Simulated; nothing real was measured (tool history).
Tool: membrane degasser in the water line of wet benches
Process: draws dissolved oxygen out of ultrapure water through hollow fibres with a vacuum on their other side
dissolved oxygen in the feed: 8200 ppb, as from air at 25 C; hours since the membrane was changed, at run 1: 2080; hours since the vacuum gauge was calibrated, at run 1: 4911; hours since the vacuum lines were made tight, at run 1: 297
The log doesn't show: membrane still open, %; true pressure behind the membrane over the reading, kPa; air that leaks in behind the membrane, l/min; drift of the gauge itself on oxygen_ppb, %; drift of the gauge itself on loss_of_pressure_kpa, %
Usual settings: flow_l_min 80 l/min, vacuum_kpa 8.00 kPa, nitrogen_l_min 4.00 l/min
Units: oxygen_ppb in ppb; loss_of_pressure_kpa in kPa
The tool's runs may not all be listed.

run	hour	flow_l_min	vacuum_kpa	nitrogen_l_min	hours since the membrane was changed	hours since the vacuum gauge was calibrated	hours since the vacuum lines were made tight	oxygen_ppb	loss_of_pressure_kpa
1	0.0	80	8.00	4.00	2080	4911	297	251.5	39.06
2	127.3	80	8.00	4.00	2207	5039	424	250.0	38.99
3	243.8	80	8.00	4.00	2324	5155	540	252.6	39.07
4	318.5	80	14.69	4.00	2399	5230	615	528.6	39.18
5	394.2	80	14.69	4.00	2474	5305	691	522.5	39.48
6	523.3	80	14.69	4.00	2603	5435	820	533.3	39.26
7	625.8	80	14.69	4.00	2706	5537	922	525.1	39.31
8	709.7	80	8.00	4.00	2790	5621	1006	250.4	39.15
9	780.8	80	8.00	4.00	2861	5692	1077	256.5	39.28
10	844.0	72	8.00	4.00	2924	5755	1141	224.1	35.40
11	920.3	80	8.00	4.00	3000	5831	1217	253.5	39.44
# hour 930.1: vacuum gauge calibrated
12	979.0	80	8.00	4.00	3059	49	1275	232.6	39.55
13	1060.6	80	8.00	2.14	3140	131	1357	373.2	39.68
14	1168.3	80	8.00	2.14	3248	238	1464	373.3	39.30
15	1279.0	68	5.70	5.60	3359	349	1575	83.2	33.44
16	1347.1	68	5.70	5.60	3427	417	1643	82.0	34.05
17	1474.7	68	5.70	5.60	3554	545	1771	83.5	33.86
18	1596.2	55	10.76	2.88	3676	666	1892	318.2	27.38
19	1724.7	55	10.76	2.88	3804	795	2021	314.6	27.48
20	1846.2	124	14.82	2.63	3926	916	2142	1101.9	61.97
21	1949.0	81	8.00	3.25	4029	1019	2245	285.8	40.44
22	2042.6	81	8.00	3.25	4122	1112	2339	283.3	40.66
23	2103.2	81	8.00	6.23	4183	1173	2399	174.4	40.35
24	2179.0	81	8.00	6.23	4259	1249	2475	174.2	40.54
25	2295.9	73	6.94	1.90	4376	1366	2592	309.1	36.44
26	2377.8	80	8.00	4.42	4457	1448	2674	225.4	40.38
27	2457.2	63	8.00	4.00	4537	1527	2753	179.8	31.64
28	2554.4	80	5.28	3.26	4634	1624	2851	145.7	40.35

5 ways to go on from here, each from the tool as it stands after run 28. What would each give?
A	2612.2	122	17.44	4.00	4692	1682	2908	?	?
B	2612.2	61	5.28	9.37	4692	1682	2908	?	?
C	2612.2	51	6.22	2.74	4692	1682	2908	?	?
D	2612.2	77	8.00	4.00	4692	1682	2908	?	?
E	2612.2	53	8.00	9.79	4692	1682	2908	?	?

run	oxygen_ppb	loss_of_pressure_kpa
A	966.7	61.49
B	40.6	31.00
C	133.4	25.45
D	231.9	38.82
E	68.6	26.83
Without the tool's hidden state the same runs would have given:
run	oxygen_ppb	loss_of_pressure_kpa
A	928.1	57.48
B	35.9	28.98
C	126.7	23.77
D	218.4	36.29
E	65.4	25.09
